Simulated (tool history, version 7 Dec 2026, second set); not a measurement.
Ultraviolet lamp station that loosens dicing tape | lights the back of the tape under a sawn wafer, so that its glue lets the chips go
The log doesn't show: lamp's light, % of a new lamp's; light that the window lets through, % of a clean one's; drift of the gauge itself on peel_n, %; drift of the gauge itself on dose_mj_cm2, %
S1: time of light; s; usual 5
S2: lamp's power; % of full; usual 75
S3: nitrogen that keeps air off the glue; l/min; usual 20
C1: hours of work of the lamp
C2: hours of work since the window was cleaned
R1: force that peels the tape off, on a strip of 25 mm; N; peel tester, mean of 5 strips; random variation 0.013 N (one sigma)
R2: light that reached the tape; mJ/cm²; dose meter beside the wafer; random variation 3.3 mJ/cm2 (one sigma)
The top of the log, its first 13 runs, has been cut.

run,hour,S1,S2,S3,C1,C2,R1,R2
14,109.4,5,75,28,408,561,0.812,423
15,117.1,5,75,20,413,566,0.917,428
16,125.4,5,75,9,419,572,1.651,423
17,135.5,5,75,9,427,580,1.619,422
18,146.1,5,75,9,434,587,1.600,422
19,152.3,5,75,20,439,592,0.968,423
20,158.4,5,82,20,443,596,0.796,458
# hour 159.9: window cleaned of glue's vapour
21,163.8,5,82,20,447,3,0.636,506
22,170.6,5,82,20,452,8,0.653,500
23,175.2,2,71,32,455,11,3.526,175
24,184.5,5,71,8,462,18,1.605,437
25,191.5,5,71,8,467,23,1.618,434

Predict the results of run 26:
26,197.2,9,75,20,471,27,?,?

Run 26 measured R1 0.156 N, R2 831 mJ/cm².
Take away the tool's hidden state, keep the run-to-run variation as it was, and the same run would have given R1 0.115 N, R2 932 mJ/cm².
